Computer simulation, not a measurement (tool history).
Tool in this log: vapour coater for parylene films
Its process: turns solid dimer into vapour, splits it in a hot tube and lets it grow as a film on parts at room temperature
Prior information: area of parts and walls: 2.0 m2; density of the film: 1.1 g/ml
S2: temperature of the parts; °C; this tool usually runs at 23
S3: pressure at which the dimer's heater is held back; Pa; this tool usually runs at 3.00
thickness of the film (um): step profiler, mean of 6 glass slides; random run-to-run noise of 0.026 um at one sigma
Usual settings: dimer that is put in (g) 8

Run 1, hour 0.0: usual settings. Result: thickness of the film (um) 1.99.
Run 2, hour 41.2: usual settings. Result: thickness of the film (um) 1.97.
Run 3, hour 89.0: usual settings but S3 4.15 Pa. Result: thickness of the film (um) 1.88.
Run 4, hour 118.4: usual settings. Result: thickness of the film (um) 1.95.
Run 5, hour 163.1: usual settings. Result: thickness of the film (um) 1.95.
Run 6, hour 204.2: usual settings. Result: thickness of the film (um) 1.88.
Run 7, hour 251.8: usual settings but S3 2.11 Pa. Result: thickness of the film (um) 1.95.
Run 8, hour 289.0: usual settings. Result: thickness of the film (um) 1.83.
Run 9, hour 336.4: usual settings. Result: thickness of the film (um) 1.84.
Run 10, hour 369.5: usual settings but dimer that is put in (g) 9, S3 3.80 Pa. Result: thickness of the film (um) 1.97.
At hour 374.8: table's thermometer calibrated.
Run 11, hour 402.0: usual settings but dimer that is put in (g) 3, S3 3.80 Pa. Result: thickness of the film (um) 0.68.
Run 12, hour 425.8: usual settings but dimer that is put in (g) 11. Result: thickness of the film (um) 2.41.
Run 13, hour 469.0: usual settings but S2 17 °C, S3 7.51 Pa. Result: thickness of the film (um) 2.13.
At hour 489.0: table's thermometer calibrated, once more.
Run 14, hour 494.7: usual settings but S2 34 °C, S3 2.41 Pa. Result: thickness of the film (um) 1.09.
Run 15, hour 514.7: usual settings but dimer that is put in (g) 3. Result: thickness of the film (um) 0.68.
At hour 523.4: trap's valve overhauled.
Run 16, hour 556.8: usual settings but dimer that is put in (g) 3, S2 20 °C, S3 8.29 Pa. Result: thickness of the film (um) 0.78.
Run 17, hour 593.9: usual settings but dimer that is put in (g) 3, S2 16 °C, S3 10.04 Pa. Result: thickness of the film (um) 0.91.
Run 18, hour 615.3: usual settings but S2 20 °C, S3 3.86 Pa. Result: thickness of the film (um) 2.30.

Results per run with the tool's hidden condition removed, run-to-run variation unchanged:
Unlogged tool condition in this case: vapour lost through the trap's worn valve, %; true temperature of the parts over the reading, C; drift of the gauge itself on film_um, %.
run  thickness of the film (um)
  1                        2.06
  2                        2.06
  3                        1.98
  4                        2.07
  5                        2.09
  6                        2.04
  7                        2.14
  8                        2.03
  9                        2.06
 10                        2.22
 11                        0.77
 12                        2.78
 13                        2.47
 14                        1.23
 15                        0.77
 16                        0.79
 17                        0.92
 18                        2.35
